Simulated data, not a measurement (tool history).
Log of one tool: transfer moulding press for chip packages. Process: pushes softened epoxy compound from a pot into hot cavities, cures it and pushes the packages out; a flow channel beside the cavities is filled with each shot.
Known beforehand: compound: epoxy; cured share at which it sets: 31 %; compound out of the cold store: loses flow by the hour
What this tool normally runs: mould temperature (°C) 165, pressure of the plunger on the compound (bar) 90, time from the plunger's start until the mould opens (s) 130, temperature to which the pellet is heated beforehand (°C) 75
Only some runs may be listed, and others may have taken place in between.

run,hour,mould temperature (°C),pressure of the plunger on the compound (bar),time from the plunger's start until the mould opens (s),temperature to which the pellet is heated beforehand (°C),incoming compound's hours out of the cold store,length that the compound runs in the flow channel (mm),greatest force on the pins that push the packages out (N)
1,0,165,90,130,75,28.2,664,265
2,11.2,165,90,130,75,37.1,630,273
3,17.9,165,90,130,75,38.4,630,279
4,25.7,165,90,130,75,43,626,300
# hour 31: cavities cleaned with cleaning compound and waxed
5,35.3,165,90,130,75,33.9,642,202
6,48.8,165,90,130,75,8.9,705,243
7,56.6,169,90,130,75,21.8,661,218
8,71.1,169,90,130,75,29.4,639,228
9,81,165,90,132,75,44,616,271
10,91.5,165,98.9,132,75,42.3,650,292
# hour 100.5: cavities cleaned with cleaning compound and waxed
11,100.5,165,98.9,132,75,47.8,630,182
12,113.4,165,98.9,132,75,36.1,660,217
13,124.3,164,72.1,168,70,40,560,212
14,138.1,166,102.7,156,79,22.6,693,213
15,149.8,166,102.7,156,79,26.9,685,250
16,162.8,172,102.7,129,79,23.4,675,250
# hour 170.6: cavities cleaned with cleaning compound and waxed
17,176.4,163,77.8,130,75,40.8,583,241
18,184.2,163,77.8,130,75,34.7,580,262

Run 19 is up next; what results do you expect?
19,194.2,161,69.6,138,83,22.8,?,?

{"run 19": {"length that the compound runs in the flow channel (mm)": 587, "greatest force on the pins that push the packages out (N)": 290}}
With the hidden condition absent and the run-to-run variation left alone, this run would have shown length that the compound runs in the flow channel (mm) 611, greatest force on the pins that push the packages out (N) 210.

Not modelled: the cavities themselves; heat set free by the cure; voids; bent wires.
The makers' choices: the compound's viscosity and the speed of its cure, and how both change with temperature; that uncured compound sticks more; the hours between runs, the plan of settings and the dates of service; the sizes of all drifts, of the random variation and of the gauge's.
